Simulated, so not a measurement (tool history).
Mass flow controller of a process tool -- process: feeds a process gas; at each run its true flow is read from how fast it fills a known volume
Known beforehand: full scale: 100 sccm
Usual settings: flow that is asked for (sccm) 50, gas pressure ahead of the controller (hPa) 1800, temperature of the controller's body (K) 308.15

run	day	flow that is asked for (sccm)	gas pressure ahead of the controller (hPa)	temperature of the controller's body (K)	true flow (%)
1	0.000	50	1800	308.15	100.58
2	3.312	50	1720	308.15	100.47
3	4.925	50	1720	308.15	100.58
4	7.271	50	1720	308.15	100.49
5	9.633	50	1850	308.15	100.45
6	11.283	50	1850	307.15	100.35
7	14.038	50	1800	308.15	100.48
8	15.871	50	1800	308.15	100.55
9	17.433	50	1800	299.15	99.93
10	20.762	50	1800	299.15	99.90
11	22.400	50	1800	308.15	100.60
12	25.762	50	1800	304.15	100.33
13	28.850	50	1800	304.15	100.19
14	32.229	50	1800	304.15	100.30
15	35.458	50	1800	304.15	100.43
16	38.342	50	1800	304.15	100.32
17	39.762	50	1800	304.15	100.29
18	41.575	96	1650	310.15	100.83
19	44.788	96	1960	310.15	101.00
# day 45.096: controller's zero set anew
20	47.904	13	1600	299.15	101.79
21	49.988	13	1600	299.15	102.05
# day 51.583: controller's zero set anew, once more
22	52.938	75	1900	299.15	99.92
23	56.075	15	2510	302.15	99.87
24	59.417	25	1800	309.15	100.22
25	61.050	55	2800	303.15	100.12
26	62.821	86	2800	308.15	100.72
27	66.075	86	2780	293.15	99.75
28	67.829	50	2360	304.15	100.10
29	71.221	47	2050	302.15	99.95
30	73.812	47	2050	302.15	99.93
31	76.192	33	1610	308.15	100.20
32	78.650	33	1610	308.15	100.10
33	80.088	33	1610	308.15	100.14
34	81.788	15	1800	307.15	100.33

Below are 3 alternative next runs, each starting from the tool's condition after run 34. Predict each:
A	84.646	34	1800	307.15	?
B	84.646	37	2180	302.15	?
C	84.646	73	1850	302.15	?

run	true flow (%)
A	100.15
B	99.87
C	100.19
Take away the tool's hidden state, keep each run's random variation, and the runs would have read:
run	true flow (%)
A	99.92
B	99.67
C	100.11
